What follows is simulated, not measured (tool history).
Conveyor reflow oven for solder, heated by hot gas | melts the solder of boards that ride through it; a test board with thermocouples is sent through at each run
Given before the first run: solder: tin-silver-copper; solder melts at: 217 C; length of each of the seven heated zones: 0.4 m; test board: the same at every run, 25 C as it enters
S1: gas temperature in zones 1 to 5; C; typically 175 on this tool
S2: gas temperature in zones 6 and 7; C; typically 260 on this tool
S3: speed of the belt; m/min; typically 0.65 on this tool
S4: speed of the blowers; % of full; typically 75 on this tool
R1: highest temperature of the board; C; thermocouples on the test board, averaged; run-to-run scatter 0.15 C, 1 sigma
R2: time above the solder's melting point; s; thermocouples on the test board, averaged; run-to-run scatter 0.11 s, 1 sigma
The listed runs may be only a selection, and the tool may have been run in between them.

run,day,S1,S2,S3,S4,R1,R2
1,0,175,260,0.65,75,245.1,50.4
2,0.558,168,260,0.65,75,243.8,46.8
3,0.946,168,260,0.65,75,243.6,46.6
4,1.188,168,260,0.65,75,244.1,46.8
5,1.612,162,260,0.65,75,242.7,43.9
6,2.054,175,260,0.65,80,246.7,51.5
7,2.579,175,260,0.65,80,246.2,51.5
8,3.008,175,260,0.718,75,242.2,42
9,3.308,175,260,0.718,75,241.9,41.7
10,3.612,175,260,0.65,75,245.3,50.2
11,3.883,163,272,0.607,88,258.6,60.8
12,4.35,171,259,0.562,70,246.6,59.3
13,4.721,173,259,0.611,57,241.5,48.1
14,5.317,189,259,0.611,88,250.3,65.1
15,5.592,167,271,0.722,55,242.5,37.8
16,6.192,189,271,0.632,55,253.1,62.3
17,6.542,163,251,0.65,53,229,25.4
18,6.871,163,251,0.65,53,229.2,25.6
19,7.342,172,265,0.661,53,241.9,43.2

Withheld: 1 entry from between the runs. Position of each, and hidden state at the listed run before versus the listed run after:
Between runs 13 and 14: flux residue cleaned out of gas plates and filters (day 5.296)
  heat that the gas passes to the board, % of a clean oven's: 99.8 -> 100

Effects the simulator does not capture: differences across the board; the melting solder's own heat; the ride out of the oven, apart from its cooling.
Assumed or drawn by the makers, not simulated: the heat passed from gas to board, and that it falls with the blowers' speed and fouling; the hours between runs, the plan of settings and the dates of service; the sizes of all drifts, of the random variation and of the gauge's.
